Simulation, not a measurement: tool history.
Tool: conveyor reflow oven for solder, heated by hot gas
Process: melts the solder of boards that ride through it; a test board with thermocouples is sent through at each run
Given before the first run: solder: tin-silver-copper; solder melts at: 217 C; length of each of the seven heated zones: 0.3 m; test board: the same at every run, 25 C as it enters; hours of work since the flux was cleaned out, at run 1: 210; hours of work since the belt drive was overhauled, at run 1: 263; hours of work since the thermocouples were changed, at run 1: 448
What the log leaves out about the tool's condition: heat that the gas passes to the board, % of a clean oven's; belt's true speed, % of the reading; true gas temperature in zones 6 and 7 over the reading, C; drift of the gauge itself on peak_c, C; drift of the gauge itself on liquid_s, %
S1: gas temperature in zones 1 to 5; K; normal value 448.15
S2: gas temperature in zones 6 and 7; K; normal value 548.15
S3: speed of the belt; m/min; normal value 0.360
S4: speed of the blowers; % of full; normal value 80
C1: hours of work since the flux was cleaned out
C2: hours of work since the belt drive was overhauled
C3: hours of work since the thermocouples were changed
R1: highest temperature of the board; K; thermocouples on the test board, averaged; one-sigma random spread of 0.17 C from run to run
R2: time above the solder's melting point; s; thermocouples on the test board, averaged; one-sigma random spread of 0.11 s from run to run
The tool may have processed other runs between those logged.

Run 1, day 0.000: usual settings; C1 210; C2 263; C3 448. Result: R1 537.95 K, R2 87.5 s.
Run 2, day 0.817: usual settings; C1 220; C2 273; C3 457. Result: R1 537.75 K, R2 87.6 s.
Run 3, day 1.750: usual settings but S1 441.15 K; C1 230; C2 283; C3 468. Result: R1 537.15 K, R2 84.1 s.
Run 4, day 2.433: usual settings but S1 441.15 K; C1 238; C2 291; C3 476. Result: R1 536.85 K, R2 84.1 s.
Run 5, day 2.929: usual settings but S1 441.15 K; C1 244; C2 297; C3 481. Result: R1 537.05 K, R2 84.0 s.
Run 6, day 3.875: usual settings but S1 441.15 K; C1 255; C2 308; C3 492. Result: R1 537.05 K, R2 84.0 s.
Run 7, day 4.700: usual settings but S1 441.15 K, S3 0.352 m/min; C1 264; C2 317; C3 501. Result: R1 537.45 K, R2 86.5 s.
Run 8, day 5.579: usual settings but S1 445.15 K; C1 274; C2 327; C3 512. Result: R1 536.95 K, R2 85.8 s.
Run 9, day 6.033: usual settings but S2 546.15 K; C1 279; C2 332; C3 517. Result: R1 535.65 K, R2 86.1 s.
Run 10, day 6.662: usual settings but S2 546.15 K, S3 0.342 m/min; C1 286; C2 339; C3 524. Result: R1 536.85 K, R2 91.5 s.
Run 11, day 7.546: usual settings but S2 546.15 K, S3 0.342 m/min; C1 296; C2 349; C3 534. Result: R1 537.05 K, R2 91.8 s.
Run 12, day 8.025: usual settings but S2 546.15 K, S3 0.342 m/min; C1 302; C2 355; C3 539. Result: R1 536.55 K, R2 91.6 s.
Run 13, day 8.575: usual settings; C1 308; C2 361; C3 546. Result: R1 537.25 K, R2 87.3 s.
Run 14, day 9.079: usual settings; C1 314; C2 367; C3 551. Result: R1 537.45 K, R2 87.1 s.
Run 15, day 10.046: usual settings; C1 325; C2 378; C3 563. Result: R1 537.55 K, R2 87.0 s.
Run 16, day 11.012: usual settings; C1 336; C2 389; C3 574. Result: R1 537.15 K, R2 87.0 s.
Run 17, day 11.421: usual settings but S1 455.15 K; C1 341; C2 394; C3 578. Result: R1 538.05 K, R2 90.6 s.
Run 18, day 11.842: usual settings but S1 452.15 K, S2 550.15 K, S3 0.338 m/min, S4 76 % of full; C1 345; C2 398; C3 583. Result: R1 540.75 K, R2 96.8 s.
Run 19, day 12.658: usual settings but S1 452.15 K, S2 550.15 K, S3 0.338 m/min, S4 76 % of full; C1 355; C2 408; C3 592. Result: R1 540.75 K, R2 96.7 s.
Run 20, day 13.233: usual settings but S1 463.15 K, S4 85 % of full; C1 361; C2 414; C3 599. Result: R1 539.45 K, R2 95.1 s.
Run 21, day 13.950: usual settings but S1 434.15 K, S2 558.15 K, S3 0.315 m/min, S4 52 % of full; C1 370; C2 422; C3 607. Result: R1 544.15 K, R2 98.3 s.
Run 22, day 14.662: usual settings but S1 456.15 K, S2 558.15 K, S3 0.315 m/min, S4 52 % of full; C1 378; C2 431; C3 615. Result: R1 546.45 K, R2 109.7 s.
Run 23, day 15.588: usual settings but S1 441.15 K, S2 549.15 K, S3 0.363 m/min, S4 52 % of full; C1 388; C2 441; C3 626. Result: R1 531.85 K, R2 78.1 s.
Run 24, day 16.217: usual settings but S1 451.15 K, S3 0.354 m/min; C1 395; C2 448; C3 633. Result: R1 537.45 K, R2 90.2 s.
Run 25, day 17.058: usual settings but S1 436.15 K, S3 0.336 m/min, S4 71 % of full; C1 405; C2 458; C3 642. Result: R1 535.95 K, R2 87.7 s.
Run 26, day 17.592: usual settings but S1 437.15 K, S2 553.15 K; C1 411; C2 464; C3 649. Result: R1 539.85 K, R2 84.6 s.
Run 27, day 18.129: usual settings but S1 436.15 K, S2 553.15 K, S3 0.367 m/min, S4 61 % of full; C1 417; C2 470; C3 655. Result: R1 536.05 K, R2 78.9 s.
At day 18.412: flux residue cleaned out of gas plates and filters.
Run 28, day 19.004: usual settings but S1 436.15 K, S2 554.15 K, S3 0.336 m/min, S4 61 % of full; C1 7; C2 478; C3 662. Result: R1 542.15 K, R2 91.7 s.
Run 29, day 19.638: usual settings but S2 547.15 K, S3 0.295 m/min, S4 78 % of full; C1 14; C2 485; C3 670. Result: R1 541.55 K, R2 110.9 s.
Run 30, day 20.600: usual settings but S2 547.15 K, S3 0.295 m/min, S4 78 % of full; C1 25; C2 496; C3 681. Result: R1 541.35 K, R2 110.8 s.

5 options for the next run, each taken on its own from the tool as it stands now. Forecast them:
Run A, day 21.358: usual settings but S2 555.15 K, S3 0.295 m/min, S4 67 % of full; C1 34; C2 505; C3 689. Result: R1 ?, R2 ?.
Run B, day 21.358: usual settings but S1 451.15 K, S2 542.15 K, S4 62 % of full; C1 34; C2 505; C3 689. Result: R1 ?, R2 ?.
Run C, day 21.358: usual settings but S1 444.15 K, S2 561.15 K, S3 0.363 m/min, S4 78 % of full; C1 34; C2 505; C3 689. Result: R1 ?, R2 ?.
Run D, day 21.358: usual settings but S1 437.15 K, S2 542.15 K, S3 0.295 m/min, S4 64 % of full; C1 34; C2 505; C3 689. Result: R1 ?, R2 ?.
Run E, day 21.358: usual settings but S2 544.15 K, S3 0.295 m/min, S4 58 % of full; C1 34; C2 505; C3 689. Result: R1 ?, R2 ?.

run      R1     R2
  A  547.75  114.4
  B  530.95   83.6
  C  550.35   92.3
  D  534.15  100.8
  E  535.75  106.6
Had the tool no hidden state, the same runs would have come out as:
run      R1     R2
  A  548.65  114.0
  B  531.85   83.6
  C  551.35   92.0
  D  535.05  100.7
  E  536.65  106.3

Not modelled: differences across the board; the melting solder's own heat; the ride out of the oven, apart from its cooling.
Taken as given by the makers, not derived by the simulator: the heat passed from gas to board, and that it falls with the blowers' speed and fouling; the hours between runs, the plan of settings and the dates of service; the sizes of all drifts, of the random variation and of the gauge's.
